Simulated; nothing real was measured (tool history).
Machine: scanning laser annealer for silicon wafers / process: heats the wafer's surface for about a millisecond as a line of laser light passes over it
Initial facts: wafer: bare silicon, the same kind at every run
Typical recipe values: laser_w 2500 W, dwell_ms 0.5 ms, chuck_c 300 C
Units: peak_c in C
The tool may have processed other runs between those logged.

{"run": 1, "hour": 0.0, "laser_w": 2500, "dwell_ms": 0.5, "chuck_c": 300, "peak_c": 1105}
{"run": 2, "hour": 10.6, "laser_w": 2500, "dwell_ms": 0.5, "chuck_c": 300, "peak_c": 1104}
{"run": 3, "hour": 19.2, "laser_w": 2500, "dwell_ms": 0.5, "chuck_c": 300, "peak_c": 1103}
{"run": 4, "hour": 27.6, "laser_w": 2500, "dwell_ms": 0.489, "chuck_c": 300, "peak_c": 1093}
{"run": 5, "hour": 40.3, "laser_w": 2500, "dwell_ms": 0.394, "chuck_c": 300, "peak_c": 1000}
{"run": 6, "hour": 52.3, "laser_w": 2500, "dwell_ms": 0.394, "chuck_c": 300, "peak_c": 997}
{"run": 7, "hour": 60.3, "laser_w": 2500, "dwell_ms": 0.394, "chuck_c": 300, "peak_c": 995}
{"run": 8, "hour": 75.3, "laser_w": 2500, "dwell_ms": 0.394, "chuck_c": 300, "peak_c": 997}
{"run": 9, "hour": 82.6, "laser_w": 2500, "dwell_ms": 0.576, "chuck_c": 300, "peak_c": 1175}
{"run": 10, "hour": 96.3, "laser_w": 2500, "dwell_ms": 0.576, "chuck_c": 300, "peak_c": 1171}
{"run": 11, "hour": 102.7, "laser_w": 2500, "dwell_ms": 0.576, "chuck_c": 300, "peak_c": 1174}
{"run": 12, "hour": 117.2, "laser_w": 2500, "dwell_ms": 0.576, "chuck_c": 300, "peak_c": 1174}
{"run": 13, "hour": 130.7, "laser_w": 2500, "dwell_ms": 0.5, "chuck_c": 334, "peak_c": 1137}
{"run": 14, "hour": 137.3, "laser_w": 2500, "dwell_ms": 0.605, "chuck_c": 334, "peak_c": 1231}
{"run": 15, "hour": 146.2, "laser_w": 2500, "dwell_ms": 0.605, "chuck_c": 334, "peak_c": 1232}
{"run": 16, "hour": 156.5, "laser_w": 2500, "dwell_ms": 0.605, "chuck_c": 334, "peak_c": 1236}
{"run": 17, "hour": 169.4, "laser_w": 2500, "dwell_ms": 0.605, "chuck_c": 334, "peak_c": 1236}
{"run": 18, "hour": 175.6, "laser_w": 2500, "dwell_ms": 0.413, "chuck_c": 260, "peak_c": 975}
{"run": 19, "hour": 189.6, "laser_w": 2475, "dwell_ms": 0.495, "chuck_c": 320, "peak_c": 1109}
{"run": 20, "hour": 199.3, "laser_w": 2264, "dwell_ms": 0.599, "chuck_c": 267, "peak_c": 1084}
{"run": 21, "hour": 213.3, "laser_w": 2264, "dwell_ms": 0.599, "chuck_c": 267, "peak_c": 1083}
{"run": 22, "hour": 227.3, "laser_w": 2126, "dwell_ms": 0.51, "chuck_c": 267, "peak_c": 968}
{"run": 23, "hour": 242.0, "laser_w": 2467, "dwell_ms": 0.51, "chuck_c": 296, "peak_c": 1096}
{"run": 24, "hour": 250.0, "laser_w": 2323, "dwell_ms": 0.379, "chuck_c": 264, "peak_c": 896}
{"run": 25, "hour": 256.9, "laser_w": 2455, "dwell_ms": 0.423, "chuck_c": 320, "peak_c": 1034}
{"run": 26, "hour": 265.0, "laser_w": 2568, "dwell_ms": 0.383, "chuck_c": 273, "peak_c": 972}
{"run": 27, "hour": 275.3, "laser_w": 2473, "dwell_ms": 0.383, "chuck_c": 270, "peak_c": 947}
{"run": 28, "hour": 281.7, "laser_w": 2152, "dwell_ms": 0.466, "chuck_c": 277, "peak_c": 944}
{"run": 29, "hour": 290.9, "laser_w": 2130, "dwell_ms": 0.425, "chuck_c": 300, "peak_c": 929}
{"run": 30, "hour": 303.1, "laser_w": 2130, "dwell_ms": 0.513, "chuck_c": 300, "peak_c": 998}
{"run": 31, "hour": 310.6, "laser_w": 2130, "dwell_ms": 0.513, "chuck_c": 300, "peak_c": 1000}
{"run": 32, "hour": 321.3, "laser_w": 2616, "dwell_ms": 0.513, "chuck_c": 288, "peak_c": 1135}
{"run": 33, "hour": 329.5, "laser_w": 2500, "dwell_ms": 0.432, "chuck_c": 334, "peak_c": 1067}

Hidden state or all else? Some run-to-run changes of peak_c, split into what the settings, what came in and random variation would give without the hidden state, and what is left for the hidden state (with any gauge scatter that isn't in both results):
The tool's hidden condition here consists of: light that passes the window, % of a clean one's; laser's true power over the reading, %; width of the line over the set one, %; drift of the gauge itself on peak_c, C.
Run 8 -> 9: dwell_ms 0.394 -> 0.576. peak_c +178 C: hidden state -3, all else +181.
Run 17 -> 18: dwell_ms 0.605 -> 0.413, chuck_c 334 -> 260. peak_c -261 C: hidden state +5, all else -266.
Run 23 -> 24: laser_w 2467 -> 2323, dwell_ms 0.51 -> 0.379, chuck_c 296 -> 264. peak_c -200 C: hidden state +4, all else -204.

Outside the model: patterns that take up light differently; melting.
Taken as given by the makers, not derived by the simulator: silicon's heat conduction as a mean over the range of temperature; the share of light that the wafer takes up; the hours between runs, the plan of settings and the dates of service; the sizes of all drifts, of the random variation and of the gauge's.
